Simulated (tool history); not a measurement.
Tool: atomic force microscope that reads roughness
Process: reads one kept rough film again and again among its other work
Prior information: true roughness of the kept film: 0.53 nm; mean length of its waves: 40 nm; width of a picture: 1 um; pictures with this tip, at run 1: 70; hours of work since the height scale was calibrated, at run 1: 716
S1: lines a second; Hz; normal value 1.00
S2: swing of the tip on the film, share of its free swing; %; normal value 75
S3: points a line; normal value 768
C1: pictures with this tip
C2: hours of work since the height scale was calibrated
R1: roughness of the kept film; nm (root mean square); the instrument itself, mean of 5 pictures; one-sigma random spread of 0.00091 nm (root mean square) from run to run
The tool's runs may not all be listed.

run 1 day=0.000 | S1=1.00 S2=75 S3=768 | C1=70 C2=716 | R1=0.4956
run 2 day=0.983 | S1=1.00 S2=75 S3=768 | C1=118 C2=732 | R1=0.4926
run 3 day=2.479 | S1=1.00 S2=74 S3=768 | C1=190 C2=756 | R1=0.4896
run 4 day=3.158 | S1=1.00 S2=74 S3=768 | C1=223 C2=767 | R1=0.4892
-- day=4.225 new tip fitted
run 5 day=4.438 | S1=1.00 S2=75 S3=599 | C1=10 C2=788 | R1=0.4984
run 6 day=5.529 | S1=1.00 S2=75 S3=768 | C1=63 C2=806 | R1=0.4956
run 7 day=7.075 | S1=2.09 S2=75 S3=768 | C1=138 C2=831 | R1=0.4623
run 8 day=8.396 | S1=2.09 S2=75 S3=768 | C1=202 C2=852 | R1=0.4605
run 9 day=9.600 | S1=2.09 S2=75 S3=768 | C1=261 C2=872 | R1=0.4585
-- day=9.721 height scale calibrated on a step standard
-- day=9.879 new tip fitted
run 10 day=10.425 | S1=1.81 S2=75 S3=768 | C1=27 C2=11 | R1=0.4749
run 11 day=11.538 | S1=1.60 S2=75 S3=895 | C1=80 C2=29 | R1=0.4794
run 12 day=12.275 | S1=1.60 S2=75 S3=895 | C1=116 C2=41 | R1=0.4773
run 13 day=13.246 | S1=0.62 S2=75 S3=768 | C1=163 C2=57 | R1=0.5017
run 14 day=14.325 | S1=0.62 S2=75 S3=768 | C1=216 C2=74 | R1=0.4986
-- day=15.346 height scale calibrated on a step standard, once more
-- day=15.588 new tip fitted
run 15 day=15.825 | S1=2.76 S2=63 S3=832 | C1=11 C2=7 | R1=0.4839
run 16 day=16.908 | S1=2.38 S2=75 S3=428 | C1=64 C2=25 | R1=0.4551
run 17 day=18.008 | S1=0.83 S2=66 S3=768 | C1=117 C2=43 | R1=0.5055

How the hidden state differs across the entries between the runs, from the last listed run before each to the first after it:
From run 4 to run 5: new tip fitted (day 4.225)
  radius of the tip, nm: 21.7 -> 5.9; height scale over the true one, %: 0.56 -> 0.57
  measured minus no-state result, R1: -0.0078 -> +0.0023 nm (root mean square)
From run 9 to run 10: height scale calibrated on a step standard (day 9.721); new tip fitted (day 9.879)
  radius of the tip, nm: 25.1 -> 7.2; height scale over the true one, %: 0.64 -> 0.78
  measured minus no-state result, R1: -0.0090 -> +0.0023 nm (root mean square)
From run 14 to run 15: height scale calibrated on a step standard, once more (day 15.346); new tip fitted (day 15.588)
  radius of the tip, nm: 21 -> 5.6; height scale over the true one, %: 0.83 -> 0.03
  measured minus no-state result, R1: -0.0062 -> -0.0002 nm (root mean square)

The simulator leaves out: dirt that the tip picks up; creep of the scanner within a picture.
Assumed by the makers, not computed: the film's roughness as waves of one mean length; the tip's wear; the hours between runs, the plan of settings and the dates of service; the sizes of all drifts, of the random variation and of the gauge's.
